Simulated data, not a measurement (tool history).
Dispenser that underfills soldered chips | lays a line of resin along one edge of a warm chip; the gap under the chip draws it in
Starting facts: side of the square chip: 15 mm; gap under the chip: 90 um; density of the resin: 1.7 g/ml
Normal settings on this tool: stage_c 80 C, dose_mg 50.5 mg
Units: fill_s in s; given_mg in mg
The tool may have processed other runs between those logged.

run 1 day=0 | stage_c=80 dose_mg=50.5 | fill_s=77.6 given_mg=49.06
run 2 day=0.4 | stage_c=80 dose_mg=50.5 | fill_s=106.4 given_mg=48.98
-- day=0.467 new syringe of resin
-- day=0.917 dispensing valve cleaned and set on the balance
-- day=0.967 new syringe of resin
run 3 day=1.012 | stage_c=80 dose_mg=50.5 | fill_s=78.7 given_mg=50.29
-- day=1.425 new syringe of resin
run 4 day=1.588 | stage_c=80 dose_mg=50.5 | fill_s=85.9 given_mg=50.31
-- day=1.892 new syringe of resin
run 5 day=2.167 | stage_c=80 dose_mg=50.5 | fill_s=93.6 given_mg=50.02
-- day=2.404 new syringe of resin
run 6 day=2.758 | stage_c=80 dose_mg=50.5 | fill_s=100.9 given_mg=49.83
-- day=2.875 new syringe of resin
-- day=3.362 new syringe of resin
run 7 day=3.367 | stage_c=80 dose_mg=50.5 | fill_s=75.7 given_mg=49.61
run 8 day=3.696 | stage_c=80 dose_mg=50.5 | fill_s=96.5 given_mg=49.45
-- day=3.842 new syringe of resin
-- day=4.308 new syringe of resin
run 9 day=4.367 | stage_c=80 dose_mg=50.5 | fill_s=78.7 given_mg=49.24
run 10 day=4.704 | stage_c=80 dose_mg=50.5 | fill_s=100.8 given_mg=49.27
-- day=4.767 new syringe of resin
run 11 day=5.154 | stage_c=80 dose_mg=50.5 | fill_s=96.9 given_mg=49.11
-- day=5.225 new syringe of resin
-- day=5.371 dispensing valve cleaned and set on the balance
run 12 day=5.629 | stage_c=80 dose_mg=50.5 | fill_s=93.5 given_mg=50.42
-- day=5.733 new syringe of resin
run 13 day=6.075 | stage_c=80 dose_mg=50.5 | fill_s=93.7 given_mg=50.24
-- day=6.208 new syringe of resin
run 14 day=6.546 | stage_c=80 dose_mg=64.9 | fill_s=91.7 given_mg=64.42
-- day=6.712 new syringe of resin
run 15 day=6.829 | stage_c=80 dose_mg=64.9 | fill_s=77.5 given_mg=64.2
-- day=7.2 new syringe of resin
run 16 day=7.204 | stage_c=80 dose_mg=64.9 | fill_s=72.9 given_mg=64.1
run 17 day=7.492 | stage_c=80 dose_mg=64.9 | fill_s=88.2 given_mg=63.89
-- day=7.692 new syringe of resin
run 18 day=7.967 | stage_c=70 dose_mg=63.3 | fill_s=148.3 given_mg=62.08

Estimate the outcome of run 19 from the log above:
-- day=8.154 new syringe of resin
run 19 day=8.529 | stage_c=70 dose_mg=63.6 | fill_s=? given_mg=?

Run 19 measured fill_s 157.1 s, given_mg 62.23 mg.
The same run, on a tool lacking any hidden state, would have yielded fill_s 136.6 s, given_mg 63.63 mg.

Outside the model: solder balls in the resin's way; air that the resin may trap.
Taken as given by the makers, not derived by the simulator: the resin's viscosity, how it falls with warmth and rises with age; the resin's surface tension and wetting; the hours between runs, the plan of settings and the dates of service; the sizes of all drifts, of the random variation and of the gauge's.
